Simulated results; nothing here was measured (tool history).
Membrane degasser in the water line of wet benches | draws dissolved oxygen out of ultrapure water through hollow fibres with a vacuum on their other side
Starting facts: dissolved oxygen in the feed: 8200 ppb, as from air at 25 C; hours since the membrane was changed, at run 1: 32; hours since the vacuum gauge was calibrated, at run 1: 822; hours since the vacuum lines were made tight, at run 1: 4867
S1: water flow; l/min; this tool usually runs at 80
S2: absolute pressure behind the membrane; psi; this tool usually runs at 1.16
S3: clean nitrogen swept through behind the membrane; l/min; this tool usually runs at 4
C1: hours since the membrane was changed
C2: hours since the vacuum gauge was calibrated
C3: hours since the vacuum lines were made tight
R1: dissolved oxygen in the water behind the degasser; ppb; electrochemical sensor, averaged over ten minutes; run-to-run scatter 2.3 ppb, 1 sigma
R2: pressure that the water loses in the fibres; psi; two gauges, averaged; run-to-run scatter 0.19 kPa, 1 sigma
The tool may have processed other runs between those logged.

{"run": 1, "hour": 0.0, "S1": 80, "S2": 1.16, "S3": 4, "C1": 32, "C2": 822, "C3": 4867, "R1": 231.9, "R2": 5.633}
{"run": 2, "hour": 25.2, "S1": 80, "S2": 1.336, "S3": 4, "C1": 57, "C2": 847, "C3": 4893, "R1": 284, "R2": 5.645}
{"run": 3, "hour": 54.5, "S1": 80, "S2": 1.336, "S3": 4, "C1": 86, "C2": 877, "C3": 4922, "R1": 282.9, "R2": 5.658}
{"run": 4, "hour": 105.5, "S1": 80, "S2": 1.336, "S3": 4, "C1": 137, "C2": 928, "C3": 4973, "R1": 289.7, "R2": 5.662}
{"run": 5, "hour": 141.6, "S1": 80, "S2": 1.336, "S3": 4, "C1": 173, "C2": 964, "C3": 5009, "R1": 283.8, "R2": 5.659}
{"run": 6, "hour": 170.3, "S1": 80, "S2": 1.16, "S3": 9.92, "C1": 202, "C2": 992, "C3": 5038, "R1": 115.9, "R2": 5.63}
{"run": 7, "hour": 208.2, "S1": 80, "S2": 1.16, "S3": 9.92, "C1": 240, "C2": 1030, "C3": 5076, "R1": 117.5, "R2": 5.699}
{"run": 8, "hour": 254.9, "S1": 80, "S2": 1.16, "S3": 9.92, "C1": 287, "C2": 1077, "C3": 5122, "R1": 117, "R2": 5.685}
{"run": 9, "hour": 300.3, "S1": 80, "S2": 1.16, "S3": 9.92, "C1": 332, "C2": 1122, "C3": 5168, "R1": 117, "R2": 5.649}
{"run": 10, "hour": 329.1, "S1": 80, "S2": 1.16, "S3": 9.92, "C1": 361, "C2": 1151, "C3": 5197, "R1": 117.7, "R2": 5.684}
{"run": 11, "hour": 371.1, "S1": 80, "S2": 1.16, "S3": 9.92, "C1": 403, "C2": 1193, "C3": 5238, "R1": 116.7, "R2": 5.638}
{"run": 12, "hour": 423.5, "S1": 80, "S2": 1.16, "S3": 9.92, "C1": 455, "C2": 1246, "C3": 5291, "R1": 117.2, "R2": 5.7}
{"run": 13, "hour": 454.0, "S1": 80, "S2": 1.16, "S3": 9.92, "C1": 486, "C2": 1276, "C3": 5321, "R1": 117.9, "R2": 5.701}
{"run": 14, "hour": 496.5, "S1": 52, "S2": 1.16, "S3": 9.92, "C1": 528, "C2": 1319, "C3": 5364, "R1": 63.9, "R2": 3.667}
{"run": 15, "hour": 542.2, "S1": 52, "S2": 1.16, "S3": 9.92, "C1": 574, "C2": 1364, "C3": 5410, "R1": 62.4, "R2": 3.68}
{"run": 16, "hour": 581.5, "S1": 57, "S2": 1.16, "S3": 4, "C1": 613, "C2": 1404, "C3": 5449, "R1": 163.3, "R2": 4.038}
{"run": 17, "hour": 634.1, "S1": 74, "S2": 2.08, "S3": 4, "C1": 666, "C2": 1456, "C3": 5502, "R1": 466.6, "R2": 5.24}
{"run": 18, "hour": 682.6, "S1": 51, "S2": 1.16, "S3": 11.11, "C1": 714, "C2": 1505, "C3": 5550, "R1": 56.8, "R2": 3.622}
{"run": 19, "hour": 718.3, "S1": 80, "S2": 1.16, "S3": 3.3, "C1": 750, "C2": 1540, "C3": 5586, "R1": 274.7, "R2": 5.658}

What will run 20 give?
{"run": 20, "hour": 764.7, "S1": 80, "S2": 1.16, "S3": 3.3, "C1": 797, "C2": 1587, "C3": 5632, "R1": "?", "R2": "?"}

Run 20 came out at R1 276.1 ppb, R2 5.71 psi.
Take away the tool's hidden state, keep the run-to-run variation as it was, and the same run would have given R1 269.6 ppb, R2 5.675 psi.

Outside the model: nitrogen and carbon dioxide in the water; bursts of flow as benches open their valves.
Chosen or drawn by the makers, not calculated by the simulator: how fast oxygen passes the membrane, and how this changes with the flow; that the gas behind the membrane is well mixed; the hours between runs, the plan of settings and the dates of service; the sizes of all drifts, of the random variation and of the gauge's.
